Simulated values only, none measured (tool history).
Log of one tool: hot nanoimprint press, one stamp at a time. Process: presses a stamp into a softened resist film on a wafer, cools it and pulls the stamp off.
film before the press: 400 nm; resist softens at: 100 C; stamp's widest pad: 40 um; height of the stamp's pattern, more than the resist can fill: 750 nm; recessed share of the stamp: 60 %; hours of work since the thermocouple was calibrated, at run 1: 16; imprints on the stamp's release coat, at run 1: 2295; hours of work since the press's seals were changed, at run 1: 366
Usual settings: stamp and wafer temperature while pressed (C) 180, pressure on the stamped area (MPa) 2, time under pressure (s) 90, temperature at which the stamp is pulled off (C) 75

| run | hour | stamp and wafer temperature while pressed (C) | pressure on the stamped area (MPa) | time under pressure (s) | temperature at which the stamp is pulled off (C) | hours of work since the thermocouple was calibrated | imprints on the stamp's release coat | hours of work since the press's seals were changed | resist left under the stamp's widest pad (nm) | greatest force while the stamp is pulled off (N) |
|---|---|---|---|---|---|---|---|---|---|---|
| 1 | 0 | 180 | 2 | 90 | 75 | 16 | 2295 | 366 | 199.6 | 218 |
| 2 | 41.1 | 180 | 2 | 90 | 75 | 39 | 2375 | 389 | 200.8 | 226 |
|  | 51.8 | stamp cleaned and given a new release coat |
| 3 | 105.1 | 180 | 2 | 90 | 75 | 71 | 103 | 422 | 198.5 | 219 |
| 4 | 168 | 180 | 2 | 90 | 75 | 106 | 225 | 457 | 198.2 | 223 |
| 5 | 204.1 | 180 | 2 | 90 | 75 | 126 | 296 | 477 | 198.6 | 218 |
| 6 | 257.9 | 180 | 2 | 84 | 75 | 156 | 400 | 507 | 200.4 | 222 |
| 7 | 304.5 | 180 | 2 | 90 | 75 | 182 | 491 | 533 | 197.4 | 221 |
| 8 | 334.2 | 180 | 2 | 90 | 75 | 199 | 549 | 550 | 195.1 | 217 |
| 9 | 391.5 | 180 | 2 | 90 | 75 | 231 | 660 | 582 | 195.8 | 220 |
| 10 | 421 | 180 | 2.87 | 90 | 79 | 247 | 717 | 598 | 169.7 | 201 |
| 11 | 473.7 | 180 | 2.87 | 90 | 79 | 277 | 820 | 628 | 169.7 | 197 |
| 12 | 523.2 | 180 | 2.87 | 72 | 78 | 305 | 916 | 655 | 184 | 207 |
| 13 | 559.8 | 180 | 2.87 | 180 | 78 | 325 | 987 | 676 | 125.5 | 207 |
|  | 585.5 | gauge calibrated |
| 14 | 597.4 | 179 | 2.87 | 180 | 78 | 346 | 1060 | 697 | 134.2 | 208 |
| 15 | 656.8 | 179 | 2.87 | 180 | 72 | 379 | 1176 | 730 | 134.2 | 234 |
| 16 | 700.8 | 179 | 2.87 | 180 | 72 | 404 | 1261 | 755 | 133.7 | 235 |
|  | 748.3 | plate thermocouple calibrated |
| 17 | 748.3 | 179 | 1.64 | 83 | 72 | 0 | 1348 | 779 | 227.2 | 228 |
| 18 | 794.1 | 179 | 1.64 | 83 | 72 | 26 | 1437 | 805 | 227.4 | 235 |

Measured less the same run without the tool's hidden state. The same run-to-run variation is in both; the gauge's scatter may not be:
The hidden state here: true temperature over the reading, C; pressure that arrives at the usual setting, %; grip of the stamp's worn release coat, % over a new coat's; drift of the gauge itself on residual_nm, %; drift of the gauge itself on pull_off_n, %.
| run | resist left under the stamp's widest pad (nm) |
|---|---|
| 1 | +0 |
| 2 | -0.4 |
| 3 | -0.9 |
| 4 | -1.5 |
| 5 | -1.8 |
| 6 | -2.3 |
| 7 | -2.7 |
| 8 | -2.9 |
| 9 | -3.5 |
| 10 | -3.3 |
| 11 | -3.7 |
| 12 | -4.4 |
| 13 | -3.3 |
| 14 | +0.1 |
| 15 | -0.3 |
| 16 | -0.5 |
| 17 | -1.7 |
| 18 | -2.2 |
greatest force while the stamp is pulled off (N): within 1 of the measured result in every run.
